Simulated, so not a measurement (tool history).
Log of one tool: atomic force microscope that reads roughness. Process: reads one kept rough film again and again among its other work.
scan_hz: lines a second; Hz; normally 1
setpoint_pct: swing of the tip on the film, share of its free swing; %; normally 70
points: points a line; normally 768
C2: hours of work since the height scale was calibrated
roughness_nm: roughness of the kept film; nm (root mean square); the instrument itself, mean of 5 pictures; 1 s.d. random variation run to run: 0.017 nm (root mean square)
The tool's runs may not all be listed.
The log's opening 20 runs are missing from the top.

Run 21, hour 274.6: usual settings but scan_hz 0.6 Hz, setpoint_pct 78 %, points 885; pictures with this tip 114; C2 188. Result: roughness_nm 4.036 nm (root mean square).
Run 22, hour 291.7: usual settings but scan_hz 0.6 Hz, setpoint_pct 78 %, points 885; pictures with this tip 127; C2 195. Result: roughness_nm 3.987 nm (root mean square).
Run 23, hour 302.6: usual settings but setpoint_pct 88 %; pictures with this tip 135; C2 200. Result: roughness_nm 3.691 nm (root mean square).
Run 24, hour 318.7: usual settings but setpoint_pct 88 %; pictures with this tip 147; C2 206. Result: roughness_nm 3.615 nm (root mean square).
Run 25, hour 333.7: usual settings but scan_hz 1.86 Hz, setpoint_pct 60 %, points 308; pictures with this tip 159; C2 212. Result: roughness_nm 3.983 nm (root mean square).
Run 26, hour 349.4: usual settings but scan_hz 1.86 Hz, setpoint_pct 60 %, points 308; pictures with this tip 170; C2 218. Result: roughness_nm 3.934 nm (root mean square).
Run 27, hour 367.5: usual settings but scan_hz 1.86 Hz, setpoint_pct 60 %, points 308; pictures with this tip 184; C2 226. Result: roughness_nm 3.917 nm (root mean square).
Run 28, hour 378: usual settings but scan_hz 0.89 Hz, setpoint_pct 82 %, points 304; pictures with this tip 192; C2 230. Result: roughness_nm 3.809 nm (root mean square).
Run 29, hour 389: usual settings but scan_hz 0.79 Hz, setpoint_pct 75 %, points 455; pictures with this tip 200; C2 234. Result: roughness_nm 3.933 nm (root mean square).
At hour 392.9: new tip fitted.
Run 30, hour 400.5: usual settings; pictures with this tip 5; C2 239. Result: roughness_nm 4.15 nm (root mean square).
Run 31, hour 407.9: usual settings; pictures with this tip 11; C2 242. Result: roughness_nm 4.151 nm (root mean square).
Run 32, hour 416: usual settings but scan_hz 0.73 Hz; pictures with this tip 17; C2 245. Result: roughness_nm 4.214 nm (root mean square).
Run 33, hour 430.1: usual settings but scan_hz 0.51 Hz, points 416; pictures with this tip 27; C2 250. Result: roughness_nm 4.265 nm (root mean square).
Run 34, hour 439.9: usual settings but scan_hz 1.43 Hz, points 921; pictures with this tip 35; C2 254. Result: roughness_nm 4.011 nm (root mean square).
Run 35, hour 453.4: usual settings but setpoint_pct 69 %, points 375; pictures with this tip 45; C2 260. Result: roughness_nm 4.109 nm (root mean square).
Run 36, hour 462.6: usual settings but scan_hz 2.7 Hz, setpoint_pct 90 %, points 476; pictures with this tip 52; C2 263. Result: roughness_nm 2.939 nm (root mean square).
Run 37, hour 471: usual settings but scan_hz 2.7 Hz, setpoint_pct 90 %, points 700; pictures with this tip 58; C2 267. Result: roughness_nm 2.931 nm (root mean square).
Run 38, hour 481.3: usual settings but scan_hz 3.8 Hz; pictures with this tip 66; C2 271. Result: roughness_nm 3.474 nm (root mean square).

Predict each of these 5 candidate next runs independently; none follows another, all start after run 38:
Run A, hour 488.9: usual settings but scan_hz 1.05 Hz, setpoint_pct 83 %; pictures with this tip 71; C2 274. Result: roughness_nm ?.
Run B, hour 488.9: usual settings but scan_hz 3.8 Hz, setpoint_pct 62 %, points 395; pictures with this tip 71; C2 274. Result: roughness_nm ?.
Run C, hour 488.9: usual settings but scan_hz 3.8 Hz, setpoint_pct 65 %, points 276; pictures with this tip 71; C2 274. Result: roughness_nm ?.
Run D, hour 488.9: usual settings but scan_hz 0.97 Hz, setpoint_pct 56 %, points 416; pictures with this tip 71; C2 274. Result: roughness_nm ?.
Run E, hour 488.9: usual settings but scan_hz 1.09 Hz, setpoint_pct 57 %; pictures with this tip 71; C2 274. Result: roughness_nm ?.

run  roughness_nm
  A         3.833
  B         3.763
  C         3.628
  D          4.23
  E         4.234
Without the tool's hidden state the same runs would have given:
run  roughness_nm
  A         3.933
  B         3.861
  C         3.723
  D          4.34
  E         4.345

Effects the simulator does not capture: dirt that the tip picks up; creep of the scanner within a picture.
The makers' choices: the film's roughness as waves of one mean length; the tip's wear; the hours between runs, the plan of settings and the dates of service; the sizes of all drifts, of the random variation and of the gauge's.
